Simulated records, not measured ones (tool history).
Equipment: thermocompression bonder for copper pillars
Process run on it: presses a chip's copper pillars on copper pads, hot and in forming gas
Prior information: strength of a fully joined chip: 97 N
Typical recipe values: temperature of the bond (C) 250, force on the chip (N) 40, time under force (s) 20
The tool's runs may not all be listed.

run,day,temperature of the bond (C),force on the chip (N),time under force (s),force that shears a chip off (N)
1,0.000,250,40,20,42.7
# day 0.875: forming gas filter changed
2,1.225,250,40,12,35.4
3,2.992,250,40,12,35.6
4,4.242,250,40,12,35.4
# day 5.275: heater calibrated with a thermocouple chip
5,5.554,250,40,12,35.8
6,7.667,250,40,12,35.7
7,9.846,250,40,12,36.1
8,11.017,250,24,20,27.2
# day 12.367: forming gas filter changed
9,12.779,250,24,20,28.5
10,14.925,250,24,20,27.8
11,17.104,250,24,20,28.2
# day 18.225: heater calibrated with a thermocouple chip, once more
12,18.562,241,24,20,21.5
13,21.154,241,24,20,21.5
# day 23.825: forming gas filter changed
14,23.825,241,24,20,21.8
15,25.446,230,40,20,29.9
16,27.121,230,40,20,30.2
17,28.450,230,40,20,30.3
18,29.542,250,40,20,41.7
19,31.071,250,40,20,41.2
20,32.321,274,40,16,52.2
21,34.579,225,40,20,27.3
# day 35.229: forming gas filter changed
22,36.312,275,50,20,67.0
23,38.075,276,40,14,51.8
# day 40.571: force cell calibrated
24,40.754,276,40,14,50.7
25,42.258,250,45,20,45.5
26,44.842,250,40,30,47.7
# day 46.704: forming gas filter changed
27,47.475,250,40,30,48.4
28,48.800,226,43,20,31.0
29,51.358,226,43,20,30.8
30,53.467,273,34,10,38.1
31,54.775,273,34,10,38.7
32,55.971,253,25,25,31.1
# day 58.100: forming gas filter changed
33,58.146,237,29,45,36.1
34,60.358,250,45,56,65.1
35,62.121,246,25,26,29.2
# day 63.558: heater calibrated with a thermocouple chip
36,64.133,246,27,12,20.8
37,66.742,250,40,25,42.9
38,69.108,250,40,25,43.1

Same runs, no hidden state in the tool, same run-to-run variation:
The hidden state here: true temperature of the bond over the reading, C; force that reaches the chip, % of what is set; oxide that the forming gas leaves, % of the face; drift of the gauge itself on shear_n, %.
run,force that shears a chip off (N)
1,40.5
2,32.6
3,32.9
4,32.7
5,32.7
6,32.6
7,33.0
8,24.7
9,25.2
10,24.6
11,25.0
12,21.1
13,21.1
14,20.9
15,28.8
16,29.0
17,29.2
18,40.4
19,39.9
20,50.9
21,26.2
22,64.7
23,49.5
24,50.0
25,44.6
26,46.9
27,46.5
28,29.4
29,29.2
30,36.6
31,37.2
32,29.7
33,33.5
34,62.1
35,27.1
36,21.1
37,43.5
38,43.8
